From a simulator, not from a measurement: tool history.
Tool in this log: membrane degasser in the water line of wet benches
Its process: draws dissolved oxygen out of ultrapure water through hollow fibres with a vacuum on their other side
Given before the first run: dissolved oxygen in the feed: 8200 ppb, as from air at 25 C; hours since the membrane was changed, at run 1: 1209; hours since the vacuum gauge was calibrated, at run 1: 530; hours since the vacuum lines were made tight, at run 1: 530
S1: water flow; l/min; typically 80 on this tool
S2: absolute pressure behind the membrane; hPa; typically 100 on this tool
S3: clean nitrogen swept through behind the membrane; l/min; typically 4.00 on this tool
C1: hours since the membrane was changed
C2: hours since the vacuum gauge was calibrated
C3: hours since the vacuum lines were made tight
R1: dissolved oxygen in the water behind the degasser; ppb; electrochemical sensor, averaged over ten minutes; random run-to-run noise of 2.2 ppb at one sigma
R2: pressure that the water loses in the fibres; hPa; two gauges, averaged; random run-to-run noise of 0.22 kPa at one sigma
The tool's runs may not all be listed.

{"run": 1, "hour": 0.0, "S1": 80, "S2": 100, "S3": 4.0, "C1": 1209, "C2": 530, "C3": 530, "R1": 356.2, "R2": 519.0}
{"run": 2, "hour": 49.4, "S1": 80, "S2": 100, "S3": 4.0, "C1": 1258, "C2": 579, "C3": 579, "R1": 353.5, "R2": 517.6}
{"run": 3, "hour": 76.4, "S1": 80, "S2": 145, "S3": 4.0, "C1": 1285, "C2": 606, "C3": 606, "R1": 538.8, "R2": 517.6}
{"run": 4, "hour": 126.3, "S1": 80, "S2": 145, "S3": 4.0, "C1": 1335, "C2": 656, "C3": 656, "R1": 534.8, "R2": 525.2}
{"run": 5, "hour": 160.7, "S1": 80, "S2": 145, "S3": 4.0, "C1": 1370, "C2": 691, "C3": 691, "R1": 539.1, "R2": 520.5}
{"run": 6, "hour": 191.2, "S1": 80, "S2": 145, "S3": 4.0, "C1": 1400, "C2": 721, "C3": 721, "R1": 532.8, "R2": 520.4}
{"run": 7, "hour": 212.3, "S1": 80, "S2": 145, "S3": 4.0, "C1": 1421, "C2": 742, "C3": 742, "R1": 532.4, "R2": 520.4}
{"run": 8, "hour": 235.7, "S1": 80, "S2": 100, "S3": 4.0, "C1": 1445, "C2": 766, "C3": 766, "R1": 351.8, "R2": 518.2}
{"run": 9, "hour": 270.5, "S1": 80, "S2": 100, "S3": 4.0, "C1": 1479, "C2": 800, "C3": 800, "R1": 353.6, "R2": 520.6}
{"run": 10, "hour": 312.8, "S1": 80, "S2": 100, "S3": 4.0, "C1": 1522, "C2": 843, "C3": 843, "R1": 355.6, "R2": 518.7}
{"run": 11, "hour": 343.2, "S1": 80, "S2": 100, "S3": 4.0, "C1": 1552, "C2": 873, "C3": 873, "R1": 357.7, "R2": 521.8}
{"run": 12, "hour": 380.9, "S1": 80, "S2": 100, "S3": 4.0, "C1": 1590, "C2": 911, "C3": 911, "R1": 349.7, "R2": 520.1}
{"run": 13, "hour": 423.2, "S1": 80, "S2": 100, "S3": 4.0, "C1": 1632, "C2": 953, "C3": 953, "R1": 350.7, "R2": 524.1}
{"run": 14, "hour": 469.0, "S1": 53, "S2": 242, "S3": 4.0, "C1": 1678, "C2": 999, "C3": 999, "R1": 627.1, "R2": 343.8}
{"run": 15, "hour": 494.2, "S1": 53, "S2": 242, "S3": 4.0, "C1": 1703, "C2": 1024, "C3": 1024, "R1": 626.1, "R2": 346.3}
{"run": 16, "hour": 520.2, "S1": 60, "S2": 131, "S3": 4.0, "C1": 1729, "C2": 1050, "C3": 1050, "R1": 363.2, "R2": 390.7}
{"run": 17, "hour": 550.5, "S1": 80, "S2": 242, "S3": 3.44, "C1": 1759, "C2": 1080, "C3": 1080, "R1": 1012.4, "R2": 523.1}
{"run": 18, "hour": 576.9, "S1": 118, "S2": 242, "S3": 2.4, "C1": 1786, "C2": 1107, "C3": 1107, "R1": 1749.9, "R2": 772.1}
{"run": 19, "hour": 601.9, "S1": 118, "S2": 76, "S3": 6.98, "C1": 1811, "C2": 1132, "C3": 1132, "R1": 279.2, "R2": 770.8}
{"run": 20, "hour": 640.2, "S1": 118, "S2": 69, "S3": 3.09, "C1": 1849, "C2": 1170, "C3": 1170, "R1": 388.8, "R2": 765.2}
{"run": 21, "hour": 676.0, "S1": 109, "S2": 100, "S3": 9.19, "C1": 1885, "C2": 1206, "C3": 1206, "R1": 288.0, "R2": 713.7}
{"run": 22, "hour": 724.7, "S1": 80, "S2": 91, "S3": 7.72, "C1": 1934, "C2": 1255, "C3": 1255, "R1": 204.0, "R2": 522.1}
{"run": 23, "hour": 771.1, "S1": 94, "S2": 207, "S3": 5.01, "C1": 1980, "C2": 1301, "C3": 1301, "R1": 763.2, "R2": 614.9}
{"run": 24, "hour": 816.8, "S1": 80, "S2": 139, "S3": 3.44, "C1": 2026, "C2": 1347, "C3": 1347, "R1": 577.1, "R2": 526.4}

Below, some changes in R1 between adjacent runs. For each, the amount present without the hidden state too (settings, incoming material, random variation) and the amount remaining for the hidden state with gauge scatter not shared by both compared results:
The tool's hidden condition here consists of: membrane still open, %; true pressure behind the membrane over the reading, kPa; air that leaks in behind the membrane, l/min; drift of the gauge itself on oxygen_ppb, %; drift of the gauge itself on loss_of_pressure_kpa, %.
Run 17 -> 18: S1 80 -> 118, S3 3.44 -> 2.40. R1 +737.5 ppb: hidden state +1.3, all else +736.2.
Run 18 -> 19: S2 242 -> 76, S3 2.40 -> 6.98. R1 -1470.7 ppb: hidden state +1.4, all else -1472.1.
Run 21 -> 22: S1 109 -> 80, S2 100 -> 91, S3 9.19 -> 7.72. R1 -84.0 ppb: hidden state -1.9, all else -82.1.
